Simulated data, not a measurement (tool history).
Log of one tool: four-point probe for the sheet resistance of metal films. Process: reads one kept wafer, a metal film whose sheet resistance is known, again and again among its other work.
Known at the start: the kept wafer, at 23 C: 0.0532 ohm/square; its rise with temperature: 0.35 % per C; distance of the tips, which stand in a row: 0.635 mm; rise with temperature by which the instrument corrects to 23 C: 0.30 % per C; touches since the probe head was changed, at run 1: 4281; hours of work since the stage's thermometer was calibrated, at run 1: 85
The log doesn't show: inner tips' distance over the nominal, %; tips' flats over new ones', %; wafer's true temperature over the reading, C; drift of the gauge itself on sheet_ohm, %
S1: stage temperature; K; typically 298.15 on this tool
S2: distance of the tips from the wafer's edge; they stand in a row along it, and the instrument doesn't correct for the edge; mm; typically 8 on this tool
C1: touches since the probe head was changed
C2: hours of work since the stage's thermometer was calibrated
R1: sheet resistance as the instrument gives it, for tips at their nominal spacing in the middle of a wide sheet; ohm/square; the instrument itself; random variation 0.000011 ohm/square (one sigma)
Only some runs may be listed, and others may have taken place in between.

run 1 hour=0.0 | S1=298.15 S2=8 | C1=4281 C2=85 | R1=0.053425
run 2 hour=8.6 | S1=303.15 S2=8 | C1=4522 C2=89 | R1=0.053565
run 3 hour=18.7 | S1=306.15 S2=8 | C1=4805 C2=93 | R1=0.053629
run 4 hour=25.4 | S1=306.15 S2=8 | C1=4993 C2=96 | R1=0.053617
run 5 hour=41.2 | S1=306.15 S2=8 | C1=5434 C2=103 | R1=0.053622
run 6 hour=49.3 | S1=306.15 S2=4 | C1=5662 C2=107 | R1=0.054152
run 7 hour=64.3 | S1=298.15 S2=8 | C1=6081 C2=114 | R1=0.053456
run 8 hour=75.8 | S1=297.15 S2=8 | C1=6403 C2=119 | R1=0.053408
run 9 hour=84.5 | S1=297.15 S2=8 | C1=6648 C2=123 | R1=0.053397
run 10 hour=98.9 | S1=297.15 S2=8 | C1=7050 C2=129 | R1=0.053391
run 11 hour=112.9 | S1=298.15 S2=5 | C1=7443 C2=135 | R1=0.053703
run 12 hour=125.6 | S1=298.15 S2=5 | C1=7798 C2=141 | R1=0.053710
run 13 hour=135.8 | S1=298.15 S2=5 | C1=8084 C2=146 | R1=0.053701
run 14 hour=146.9 | S1=304.15 S2=8 | C1=8394 C2=151 | R1=0.053577
run 15 hour=158.1 | S1=298.15 S2=8 | C1=8709 C2=156 | R1=0.053424
run 16 hour=172.4 | S1=298.15 S2=8 | C1=9109 C2=162 | R1=0.053435
run 17 hour=187.6 | S1=298.15 S2=15 | C1=9534 C2=169 | R1=0.053295
-- hour=188.8 stage's thermometer calibrated
run 18 hour=201.9 | S1=298.15 S2=4 | C1=9921 C2=6 | R1=0.053966
run 19 hour=208.5 | S1=298.15 S2=8 | C1=10106 C2=9 | R1=0.053412
run 20 hour=215.3 | S1=298.15 S2=10 | C1=10295 C2=12 | R1=0.053338
run 21 hour=224.6 | S1=298.15 S2=10 | C1=10556 C2=16 | R1=0.053355
run 22 hour=233.3 | S1=307.15 S2=10 | C1=10798 C2=20 | R1=0.053577
-- hour=237.7 stage's thermometer calibrated, once more
run 23 hour=247.4 | S1=296.15 S2=8 | C1=11181 C2=4 | R1=0.053375
run 24 hour=260.7 | S1=298.15 S2=3 | C1=11553 C2=10 | R1=0.054485
run 25 hour=275.0 | S1=298.15 S2=34 | C1=11954 C2=17 | R1=0.053247
run 26 hour=285.5 | S1=297.15 S2=7 | C1=12248 C2=21 | R1=0.053444
run 27 hour=298.8 | S1=297.15 S2=7 | C1=12619 C2=27 | R1=0.053445
run 28 hour=305.6 | S1=297.15 S2=7 | C1=12809 C2=30 | R1=0.053442
run 29 hour=315.7 | S1=304.15 S2=7 | C1=13094 C2=35 | R1=0.053624
run 30 hour=329.4 | S1=301.15 S2=4 | C1=13476 C2=41 | R1=0.054035
run 31 hour=339.0 | S1=301.15 S2=36 | C1=13744 C2=45 | R1=0.053307
run 32 hour=352.9 | S1=301.15 S2=36 | C1=14134 C2=51 | R1=0.053314
run 33 hour=362.4 | S1=292.15 S2=8 | C1=14401 C2=56 | R1=0.053260
run 34 hour=369.3 | S1=298.15 S2=8 | C1=14595 C2=59 | R1=0.053402
run 35 hour=380.1 | S1=298.15 S2=8 | C1=14897 C2=64 | R1=0.053404
run 36 hour=391.6 | S1=298.15 S2=8 | C1=15218 C2=69 | R1=0.053395
run 37 hour=404.9 | S1=303.15 S2=36 | C1=15592 C2=75 | R1=0.053369
run 38 hour=412.2 | S1=303.15 S2=36 | C1=15796 C2=78 | R1=0.053362

Forecast each of these 4 alternatives for the next run:
run A hour=428.4 | S1=303.15 S2=8 | C1=16250 C2=85 | R1=?
run B hour=428.4 | S1=300.15 S2=12 | C1=16250 C2=85 | R1=?
run C hour=428.4 | S1=308.15 S2=36 | C1=16250 C2=85 | R1=?
run D hour=428.4 | S1=304.15 S2=36 | C1=16250 C2=85 | R1=?

run=A R1=0.053527
run=B R1=0.053371
run=C R1=0.053471
run=D R1=0.053382
Take away the tool's hidden state, keep each run's random variation, and the runs would have read:
run=A R1=0.053552
run=B R1=0.053395
run=C R1=0.053495
run=D R1=0.053406
